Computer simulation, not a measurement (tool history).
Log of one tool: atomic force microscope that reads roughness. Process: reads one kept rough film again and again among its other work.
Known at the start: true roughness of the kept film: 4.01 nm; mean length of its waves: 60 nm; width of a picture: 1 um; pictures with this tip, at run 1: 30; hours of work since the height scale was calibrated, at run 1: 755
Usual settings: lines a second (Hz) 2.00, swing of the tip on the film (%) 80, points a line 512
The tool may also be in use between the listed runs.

run	hour	lines a second (Hz)	swing of the tip on the film (%)	points a line	pictures with this tip	hours of work since the height scale was calibrated	roughness of the kept film (nm (root mean square))
1	0.0	2.00	80	512	30	755	3.241
2	54.8	2.00	80	443	122	798	3.217
# hour 93.6: new tip fitted
3	116.4	2.00	79	512	38	845	3.278
4	194.8	2.00	79	512	170	906	3.233
# hour 209.2: new tip fitted
5	247.3	2.00	79	512	64	947	3.273
6	317.6	2.00	79	512	182	1001	3.272
# hour 322.8: new tip fitted
7	392.3	2.00	80	512	117	1059	3.221
# hour 433.4: new tip fitted
8	439.7	2.00	80	512	11	1095	3.213
9	492.8	2.00	80	512	100	1136	3.231
10	532.9	2.00	80	512	168	1167	3.222
# hour 546.5: new tip fitted
11	578.6	2.00	80	512	54	1203	3.243
12	638.5	2.00	80	512	154	1249	3.244
# hour 660.3: new tip fitted
13	684.0	2.00	80	512	40	1284	3.251
14	717.7	2.00	80	512	97	1310	3.227
# hour 771.3: new tip fitted
15	787.7	2.00	80	512	28	1364	3.239
16	826.4	2.00	80	512	93	1394	3.232
# hour 885.0: new tip fitted
17	885.0	1.33	80	384	0	1439	3.415
18	958.6	0.88	80	384	124	1496	3.585
# hour 998.4: new tip fitted
19	1033.6	0.88	80	384	59	1554	3.565
20	1068.7	0.88	80	384	119	1581	3.547
# hour 1107.0: height scale calibrated on a step standard
# hour 1112.2: new tip fitted
21	1138.7	0.54	90	309	45	24	3.564
22	1211.5	0.54	90	309	167	81	3.585
# hour 1227.4: new tip fitted
23	1252.4	0.64	80	350	42	112	3.632
24	1294.0	2.11	84	580	112	144	3.095
# hour 1339.6: new tip fitted
25	1355.4	2.11	84	580	26	192	3.100
26	1409.4	0.78	80	491	117	234	3.586
# hour 1450.4: new tip fitted
27	1470.0	1.02	88	318	33	280	3.366
28	1526.2	2.00	80	586	128	324	3.232
# hour 1562.2: new tip fitted
29	1562.2	0.68	74	708	0	351	3.700
30	1640.5	2.09	56	460	132	412	3.699

How the hidden state differs across the entries between the runs, from the last listed run before each to the first after it:
Between runs 2 and 3: new tip fitted (hour 93.6)
  radius of the tip, nm: 7.3 -> 7.1; height scale over the true one, %: -0.03 -> -0.04
Between runs 4 and 5: new tip fitted (hour 209.2)
  radius of the tip, nm: 7.4 -> 7.2
Between runs 6 and 7: new tip fitted (hour 322.8)
  radius of the tip, nm: 7.5 -> 7.3; height scale over the true one, %: -0.04 -> -0.05
Between runs 7 and 8: new tip fitted (hour 433.4)
  radius of the tip, nm: 7.3 -> 7.1
Between runs 10 and 11: new tip fitted (hour 546.5)
  radius of the tip, nm: 7.5 -> 7.1
Between runs 12 and 13: new tip fitted (hour 660.3)
  radius of the tip, nm: 7.4 -> 7.1; height scale over the true one, %: -0.05 -> -0.06
Between runs 14 and 15: new tip fitted (hour 771.3)
  radius of the tip, nm: 7.2 -> 7.1
Between runs 16 and 17: new tip fitted (hour 885.0)
  radius of the tip, nm: 7.3 -> 7
Between runs 18 and 19: new tip fitted (hour 998.4)
  radius of the tip, nm: 7.3 -> 7.1
Between runs 20 and 21: height scale calibrated on a step standard (hour 1107.0); new tip fitted (hour 1112.2)
  radius of the tip, nm: 7.3 -> 7.2; height scale over the true one, %: -0.07 -> -0.01
Between runs 22 and 23: new tip fitted (hour 1227.4)
  radius of the tip, nm: 7.5 -> 7.1; height scale over the true one, %: -0.01 -> -0.02
Between runs 24 and 25: new tip fitted (hour 1339.6)
  radius of the tip, nm: 7.3 -> 7.1
Between runs 26 and 27: new tip fitted (hour 1450.4)
  radius of the tip, nm: 7.3 -> 7.1
Between runs 28 and 29: new tip fitted (hour 1562.2)
  radius of the tip, nm: 7.3 -> 7; height scale over the true one, %: -0.02 -> -0.03
